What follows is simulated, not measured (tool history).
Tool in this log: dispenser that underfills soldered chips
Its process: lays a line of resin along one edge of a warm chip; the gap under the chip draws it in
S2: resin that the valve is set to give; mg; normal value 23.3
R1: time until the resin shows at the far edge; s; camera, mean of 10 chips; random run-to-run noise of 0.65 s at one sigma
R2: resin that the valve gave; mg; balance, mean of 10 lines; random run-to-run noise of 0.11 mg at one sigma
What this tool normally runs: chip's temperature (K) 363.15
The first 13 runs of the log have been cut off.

-- hour=93.6 dispensing valve cleaned and set on the balance
-- hour=100.3 new syringe of resin
run 14 hour=100.3 | chip's_temperature_(K)=367.15 S2=23.3 | R1=50.7 R2=23.18
run 15 hour=109.7 | chip's_temperature_(K)=367.15 S2=23.3 | R1=67.8 R2=23.13
-- hour=117.9 new syringe of resin
run 16 hour=120.4 | chip's_temperature_(K)=363.15 S2=24.4 | R1=59.9 R2=24.07
run 17 hour=131.6 | chip's_temperature_(K)=363.15 S2=24.4 | R1=84.9 R2=23.94
-- hour=134.9 new syringe of resin
run 18 hour=141.3 | chip's_temperature_(K)=351.15 S2=24.4 | R1=98.4 R2=23.88
run 19 hour=149.4 | chip's_temperature_(K)=359.15 S2=20.6 | R1=102.8 R2=20.13
-- hour=152.2 new syringe of resin
run 20 hour=159.4 | chip's_temperature_(K)=366.15 S2=27.7 | R1=62.9 R2=26.87
run 21 hour=165.5 | chip's_temperature_(K)=365.15 S2=29.3 | R1=77.4 R2=28.46
-- hour=170.0 new syringe of resin
run 22 hour=170.5 | chip's_temperature_(K)=363.15 S2=28.5 | R1=55.2 R2=27.32
run 23 hour=177.5 | chip's_temperature_(K)=356.15 S2=24.3 | R1=87.3 R2=23.39
run 24 hour=184.3 | chip's_temperature_(K)=350.15 S2=29.1 | R1=126.7 R2=28.22
-- hour=187.5 new syringe of resin
-- hour=191.3 dispensing valve cleaned and set on the balance
run 25 hour=191.3 | chip's_temperature_(K)=363.15 S2=25.0 | R1=60.9 R2=24.85
run 26 hour=197.0 | chip's_temperature_(K)=368.15 S2=23.3 | R1=63.3 R2=23.35
run 27 hour=203.3 | chip's_temperature_(K)=358.15 S2=22.8 | R1=105.4 R2=22.93
-- hour=205.5 new syringe of resin
run 28 hour=213.8 | chip's_temperature_(K)=354.15 S2=29.3 | R1=91.0 R2=28.64
run 29 hour=218.3 | chip's_temperature_(K)=354.15 S2=21.1 | R1=112.9 R2=21.10
-- hour=222.9 new syringe of resin
run 30 hour=226.5 | chip's_temperature_(K)=354.15 S2=21.1 | R1=83.3 R2=20.80
run 31 hour=234.9 | chip's_temperature_(K)=371.15 S2=24.9 | R1=62.7 R2=24.62
-- hour=240.0 new syringe of resin
run 32 hour=246.3 | chip's_temperature_(K)=353.15 S2=22.6 | R1=94.8 R2=22.05
run 33 hour=255.5 | chip's_temperature_(K)=363.15 S2=23.3 | R1=90.9 R2=22.76
-- hour=257.2 new syringe of resin
run 34 hour=260.8 | chip's_temperature_(K)=356.15 S2=23.3 | R1=77.3 R2=22.75
run 35 hour=265.9 | chip's_temperature_(K)=366.15 S2=20.1 | R1=69.4 R2=19.73
run 36 hour=272.3 | chip's_temperature_(K)=360.15 S2=28.3 | R1=93.2 R2=27.21

Below are 4 alternative next runs, each starting from the tool's condition after run 36. Predict each:
-- hour=274.2 new syringe of resin
run A hour=280.3 | chip's_temperature_(K)=373.15 S2=28.3 | R1=? R2=?
-- hour=274.2 new syringe of resin
run B hour=280.3 | chip's_temperature_(K)=373.15 S2=19.9 | R1=? R2=?
-- hour=274.2 new syringe of resin
run C hour=280.3 | chip's_temperature_(K)=372.15 S2=23.3 | R1=? R2=?
-- hour=274.2 new syringe of resin
run D hour=280.3 | chip's_temperature_(K)=362.15 S2=28.6 | R1=? R2=?

run=A R1=48.2 R2=27.42
run=B R1=52.6 R2=19.18
run=C R1=51.0 R2=22.63
run=D R1=66.4 R2=27.83
Had the tool no hidden state, the same runs would have come out as:
run=A R1=42.1 R2=28.35
run=B R1=45.4 R2=19.84
run=C R1=44.3 R2=23.40
run=D R1=58.2 R2=28.78
